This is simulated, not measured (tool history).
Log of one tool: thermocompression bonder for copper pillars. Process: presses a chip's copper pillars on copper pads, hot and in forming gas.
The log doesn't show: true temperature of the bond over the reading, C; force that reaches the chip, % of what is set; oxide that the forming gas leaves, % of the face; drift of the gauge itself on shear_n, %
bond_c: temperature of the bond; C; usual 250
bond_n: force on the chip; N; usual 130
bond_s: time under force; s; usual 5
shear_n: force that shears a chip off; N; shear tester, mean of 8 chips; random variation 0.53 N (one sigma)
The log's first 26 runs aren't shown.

run,hour,bond_c,bond_n,bond_s,hours of work since the heater was calibrated,hours of work since the force cell was calibrated,hours of work since the gas filter was changed,shear_n
27,659.8,245,157,4,597,682,333,52.0
28,680.0,226,157,7,606,691,342,45.0
29,709.3,250,93,5,618,703,354,33.5
# hour 728.2: forming gas filter changed
30,742.1,223,168,5,632,717,6,41.1
31,767.8,274,161,5,643,728,17,80.3
32,793.9,233,80,5,654,740,28,20.2
# hour 820.5: force cell calibrated
33,828.9,244,159,8,669,4,43,64.1
34,850.5,241,85,10,678,13,52,34.8
35,865.8,280,179,10,685,19,59,96.7
36,898.8,280,179,10,699,34,73,96.2

5 ways to go on from here, each from the tool as it stands after run 36. What would each give?
A,924.7,243,105,10,710,45,84,?
B,924.7,280,95,10,710,45,84,?
C,924.7,252,150,11,710,45,84,?
D,924.7,241,130,7,710,45,84,?
E,924.7,250,105,5,710,45,84,?

run,shear_n
A,44.1
B,69.4
C,73.9
D,48.4
E,37.8
Without the tool's hidden state the same runs would have given:
run,shear_n
A,44.1
B,69.3
C,73.9
D,48.3
E,37.8
